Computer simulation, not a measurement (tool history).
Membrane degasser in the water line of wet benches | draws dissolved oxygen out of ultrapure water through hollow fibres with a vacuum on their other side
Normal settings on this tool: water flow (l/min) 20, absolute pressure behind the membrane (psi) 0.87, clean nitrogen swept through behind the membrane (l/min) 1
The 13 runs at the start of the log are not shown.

run    hour  water flow (l/min)  absolute pressure behind the membrane (psi)  clean nitrogen swept through behind the membrane (l/min)  dissolved oxygen in the water behind the degasser (ppb)  pressure that the water loses in the fibres (psi)
 14  1094.2                  20                                         0.87                                                       2.8                                                    102.7                                              6.679
 15  1206.2                  20                                         0.87                                                       2.8                                                    102.6                                              6.686
 16  1259.6                  20                                         0.87                                                      1.65                                                    133.5                                              6.643
 17    1351                  20                                         0.87                                                      1.65                                                    134.2                                              6.663
 18  1464.3                  18                                         0.88                                                      0.44                                                    271.4                                              5.989
 19  1516.2                  27                                        1.052                                                      1.63                                                    237.3                                              9.011
 20  1617.1                  27                                        1.832                                                       2.5                                                      319                                              9.029
 21  1696.4                  27                                        1.832                                                       2.5                                                    316.5                                              8.976
 22  1794.7                  24                                        1.845                                                      1.32                                                    443.3                                              7.983
 23  1860.5                  20                                        1.566                                                      1.07                                                    361.1                                              6.659
 24  1926.9                  20                                        0.643                                                         1                                                    109.3                                              6.664
 25  2011.2                  20                                        1.421                                                         1                                                    343.7                                              6.659
 26  2091.7                  20                                        1.421                                                         1                                                    338.9                                              6.649
 27  2157.6                  22                                        0.795                                                         1                                                    174.6                                              7.333
 28  2224.7                  22                                        0.795                                                         1                                                    174.2                                              7.294
 29  2344.4                  20                                        1.957                                                         1                                                    487.4                                              6.676
 30    2438                  20                                        1.949                                                         1                                                    488.9                                              6.691
 31  2528.1                  20                                        1.949                                                         1                                                    488.7                                              6.683
 32    2622                  20                                        1.949                                                         1                                                      490                                              6.693
 33  2700.3                  14                                        0.798                                                      0.83                                                    117.2                                              4.679

Alternative continuations, all from the tool just after run 33; predict every row:
  A  2803.6                  14                                        2.126                                                      0.83                                                        ?                                                  ?
  B  2803.6                  16                                         0.75                                                         1                                                        ?                                                  ?
  C  2803.6                  25                                        1.906                                                      2.31                                                        ?                                                  ?

run  dissolved oxygen in the water behind the degasser (ppb)  pressure that the water loses in the fibres (psi)
  A                                                    450.3                                              4.715
  B                                                    111.4                                              5.368
  C                                                    324.7                                              8.364
Stripped of hidden state, with their random variation kept, the same runs would have yielded:
run  dissolved oxygen in the water behind the degasser (ppb)  pressure that the water loses in the fibres (psi)
  A                                                    443.6                                              4.612
  B                                                      106                                              5.249
  C                                                    315.6                                              8.179

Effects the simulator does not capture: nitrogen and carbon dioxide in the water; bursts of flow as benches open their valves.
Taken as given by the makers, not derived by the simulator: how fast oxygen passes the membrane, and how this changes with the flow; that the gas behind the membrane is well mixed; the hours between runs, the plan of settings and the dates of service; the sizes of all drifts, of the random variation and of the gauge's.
